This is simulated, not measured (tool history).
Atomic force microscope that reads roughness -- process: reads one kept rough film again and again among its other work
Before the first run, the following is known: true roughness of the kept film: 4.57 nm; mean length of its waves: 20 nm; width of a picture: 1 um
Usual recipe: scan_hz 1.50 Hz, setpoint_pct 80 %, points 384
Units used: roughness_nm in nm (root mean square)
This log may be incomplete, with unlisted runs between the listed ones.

{"run": 1, "hour": 0.0, "scan_hz": 1.5, "setpoint_pct": 80, "points": 384, "roughness_nm": 3.149}
{"run": 2, "hour": 10.0, "scan_hz": 1.5, "setpoint_pct": 80, "points": 384, "roughness_nm": 3.152}
{"run": 3, "hour": 20.5, "scan_hz": 1.5, "setpoint_pct": 80, "points": 384, "roughness_nm": 3.146}
{"run": 4, "hour": 30.3, "scan_hz": 1.5, "setpoint_pct": 83, "points": 384, "roughness_nm": 3.113}
{"run": 5, "hour": 37.8, "scan_hz": 1.5, "setpoint_pct": 80, "points": 384, "roughness_nm": 3.135}
{"run": 6, "hour": 48.5, "scan_hz": 1.5, "setpoint_pct": 80, "points": 384, "roughness_nm": 3.137}
{"run": 7, "hour": 59.2, "scan_hz": 1.5, "setpoint_pct": 80, "points": 384, "roughness_nm": 3.126}
{"run": 8, "hour": 66.4, "scan_hz": 1.5, "setpoint_pct": 80, "points": 384, "roughness_nm": 3.131}
{"hour": 76.4, "done": "new tip fitted"}
{"run": 9, "hour": 77.6, "scan_hz": 1.5, "setpoint_pct": 80, "points": 384, "roughness_nm": 3.159}
{"run": 10, "hour": 82.5, "scan_hz": 1.5, "setpoint_pct": 80, "points": 384, "roughness_nm": 3.133}
{"run": 11, "hour": 87.5, "scan_hz": 1.5, "setpoint_pct": 73, "points": 384, "roughness_nm": 3.246}
{"run": 12, "hour": 96.5, "scan_hz": 2.66, "setpoint_pct": 73, "points": 384, "roughness_nm": 3.112}
{"run": 13, "hour": 102.0, "scan_hz": 2.5, "setpoint_pct": 82, "points": 384, "roughness_nm": 2.961}
{"run": 14, "hour": 111.5, "scan_hz": 2.5, "setpoint_pct": 82, "points": 384, "roughness_nm": 2.95}
{"run": 15, "hour": 120.7, "scan_hz": 2.5, "setpoint_pct": 82, "points": 384, "roughness_nm": 2.959}
{"run": 16, "hour": 128.4, "scan_hz": 2.5, "setpoint_pct": 82, "points": 384, "roughness_nm": 2.956}
{"run": 17, "hour": 134.2, "scan_hz": 2.5, "setpoint_pct": 82, "points": 384, "roughness_nm": 2.954}
{"run": 18, "hour": 140.7, "scan_hz": 1.0, "setpoint_pct": 81, "points": 384, "roughness_nm": 3.219}
{"run": 19, "hour": 150.3, "scan_hz": 1.04, "setpoint_pct": 81, "points": 263, "roughness_nm": 3.151}
{"run": 20, "hour": 159.6, "scan_hz": 2.29, "setpoint_pct": 62, "points": 435, "roughness_nm": 3.245}
{"run": 21, "hour": 166.1, "scan_hz": 2.49, "setpoint_pct": 80, "points": 975, "roughness_nm": 3.016}
{"run": 22, "hour": 171.8, "scan_hz": 2.49, "setpoint_pct": 80, "points": 975, "roughness_nm": 3.031}
{"run": 23, "hour": 178.1, "scan_hz": 2.34, "setpoint_pct": 80, "points": 384, "roughness_nm": 2.989}
{"run": 24, "hour": 186.0, "scan_hz": 2.34, "setpoint_pct": 80, "points": 384, "roughness_nm": 2.998}

Below are 3 alternative next runs, each starting from the tool's condition after run 24. Predict each:
{"run": "A", "hour": 197.5, "scan_hz": 0.9, "setpoint_pct": 80, "points": 384, "roughness_nm": "?"}
{"run": "B", "hour": 197.5, "scan_hz": 3.1, "setpoint_pct": 80, "points": 384, "roughness_nm": "?"}
{"run": "C", "hour": 197.5, "scan_hz": 1.53, "setpoint_pct": 80, "points": 384, "roughness_nm": "?"}

run=A roughness_nm=3.223
run=B roughness_nm=2.893
run=C roughness_nm=3.154
What these runs would have given with no unlogged condition in the tool:
run=A roughness_nm=3.233
run=B roughness_nm=2.903
run=C roughness_nm=3.165

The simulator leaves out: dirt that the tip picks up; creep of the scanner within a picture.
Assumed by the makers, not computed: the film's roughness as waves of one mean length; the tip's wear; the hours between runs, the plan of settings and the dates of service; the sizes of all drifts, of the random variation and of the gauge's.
